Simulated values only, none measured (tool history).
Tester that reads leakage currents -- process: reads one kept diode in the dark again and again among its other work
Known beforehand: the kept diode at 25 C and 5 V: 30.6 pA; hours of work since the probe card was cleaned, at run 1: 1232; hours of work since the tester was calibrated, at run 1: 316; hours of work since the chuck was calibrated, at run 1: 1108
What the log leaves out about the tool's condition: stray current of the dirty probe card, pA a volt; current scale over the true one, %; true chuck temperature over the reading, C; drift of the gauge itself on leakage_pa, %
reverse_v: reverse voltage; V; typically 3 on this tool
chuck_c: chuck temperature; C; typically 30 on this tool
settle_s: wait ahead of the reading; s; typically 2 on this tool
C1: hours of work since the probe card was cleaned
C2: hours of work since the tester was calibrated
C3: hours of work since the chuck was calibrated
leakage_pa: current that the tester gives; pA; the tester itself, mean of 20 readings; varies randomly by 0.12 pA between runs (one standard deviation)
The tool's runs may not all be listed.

run 1 hour=0 | reverse_v=3 chuck_c=30 settle_s=2 | C1=1232 C2=316 C3=1108 | leakage_pa=37.69
run 2 hour=67.6 | reverse_v=3 chuck_c=30 settle_s=2 | C1=1280 C2=364 C3=1156 | leakage_pa=37.81
run 3 hour=170.2 | reverse_v=3 chuck_c=53 settle_s=2 | C1=1353 C2=436 C3=1229 | leakage_pa=156.42
run 4 hour=228 | reverse_v=3 chuck_c=53 settle_s=2 | C1=1394 C2=477 C3=1270 | leakage_pa=155.84
run 5 hour=300.6 | reverse_v=10.98 chuck_c=30 settle_s=2 | C1=1445 C2=529 C3=1321 | leakage_pa=68.42
run 6 hour=357 | reverse_v=10.98 chuck_c=30 settle_s=2.39 | C1=1485 C2=568 C3=1361 | leakage_pa=68.34
run 7 hour=410.5 | reverse_v=10.98 chuck_c=49 settle_s=2.39 | C1=1523 C2=606 C3=1399 | leakage_pa=203.63
run 8 hour=474.5 | reverse_v=10.98 chuck_c=49 settle_s=2.39 | C1=1568 C2=652 C3=1444 | leakage_pa=202.22
run 9 hour=578.3 | reverse_v=3 chuck_c=30 settle_s=5.92 | C1=1642 C2=725 C3=1518 | leakage_pa=37.24
-- hour=632.4 probe card cleaned and baked
run 10 hour=655.4 | reverse_v=3 chuck_c=30 settle_s=5.92 | C1=16 C2=778 C3=1570 | leakage_pa=33.3
run 11 hour=751.6 | reverse_v=19.94 chuck_c=30 settle_s=5.92 | C1=84 C2=846 C3=1638 | leakage_pa=67.48
run 12 hour=802.9 | reverse_v=3 chuck_c=30 settle_s=0.7 | C1=121 C2=882 C3=1675 | leakage_pa=34.06
run 13 hour=904.5 | reverse_v=3 chuck_c=30 settle_s=0.7 | C1=193 C2=954 C3=1747 | leakage_pa=34.15
-- hour=941.4 chuck's temperature calibrated
run 14 hour=979 | reverse_v=3 chuck_c=30 settle_s=0.7 | C1=244 C2=1005 C3=27 | leakage_pa=32.95
run 15 hour=1057.5 | reverse_v=3 chuck_c=30 settle_s=2 | C1=300 C2=1061 C3=82 | leakage_pa=32.52
run 16 hour=1129.6 | reverse_v=11.57 chuck_c=30 settle_s=2 | C1=351 C2=1112 C3=133 | leakage_pa=56.3
run 17 hour=1204.8 | reverse_v=19.88 chuck_c=30 settle_s=2 | C1=404 C2=1165 C3=186 | leakage_pa=70.43
run 18 hour=1250.2 | reverse_v=3 chuck_c=22 settle_s=2 | C1=436 C2=1197 C3=219 | leakage_pa=18.83
run 19 hour=1304.8 | reverse_v=3 chuck_c=22 settle_s=2 | C1=475 C2=1236 C3=257 | leakage_pa=18.94
-- hour=1340.5 chuck's temperature calibrated, once more
run 20 hour=1397.9 | reverse_v=3 chuck_c=24 settle_s=2 | C1=539 C2=1301 C3=41 | leakage_pa=25.3
run 21 hour=1489.8 | reverse_v=12.18 chuck_c=24 settle_s=2 | C1=604 C2=1366 C3=106 | leakage_pa=46.18
run 22 hour=1560.8 | reverse_v=3.09 chuck_c=24 settle_s=0.3 | C1=654 C2=1416 C3=156 | leakage_pa=27.17
run 23 hour=1616.2 | reverse_v=4.62 chuck_c=47 settle_s=3.25 | C1=694 C2=1455 C3=195 | leakage_pa=131.37
run 24 hour=1687.5 | reverse_v=6.64 chuck_c=36 settle_s=0.36 | C1=744 C2=1506 C3=246 | leakage_pa=79.32
run 25 hour=1771 | reverse_v=7.25 chuck_c=48 settle_s=0.36 | C1=803 C2=1565 C3=305 | leakage_pa=168.75
run 26 hour=1824.6 | reverse_v=3.37 chuck_c=47 settle_s=0.36 | C1=841 C2=1603 C3=343 | leakage_pa=118.66
run 27 hour=1874.5 | reverse_v=1.17 chuck_c=20 settle_s=0.51 | C1=877 C2=1638 C3=378 | leakage_pa=13.58
run 28 hour=1930.5 | reverse_v=1.17 chuck_c=20 settle_s=0.51 | C1=916 C2=1678 C3=418 | leakage_pa=13.57
run 29 hour=1977 | reverse_v=2.28 chuck_c=42 settle_s=0.8 | C1=949 C2=1711 C3=451 | leakage_pa=74.17
run 30 hour=2043.2 | reverse_v=11.12 chuck_c=29 settle_s=0.4 | C1=996 C2=1757 C3=498 | leakage_pa=66.49
run 31 hour=2103 | reverse_v=3 chuck_c=40 settle_s=2 | C1=1038 C2=1800 C3=540 | leakage_pa=71.98
run 32 hour=2181.3 | reverse_v=3 chuck_c=49 settle_s=2 | C1=1094 C2=1855 C3=595 | leakage_pa=125.48
run 33 hour=2244.2 | reverse_v=3 chuck_c=21 settle_s=0.46 | C1=1138 C2=1900 C3=640 | leakage_pa=22.21
run 34 hour=2323.6 | reverse_v=1.87 chuck_c=57 settle_s=0.65 | C1=1195 C2=1956 C3=696 | leakage_pa=167.48

Run 35 is up next; what results do you expect?
run 35 hour=2369.3 | reverse_v=2.42 chuck_c=30 settle_s=0.65 | C1=1227 C2=1988 C3=728 | leakage_pa=?

leakage_pa: 35.19 pA
Minus the tool's unlogged condition, the same run would have read leakage_pa 34.34 pA.
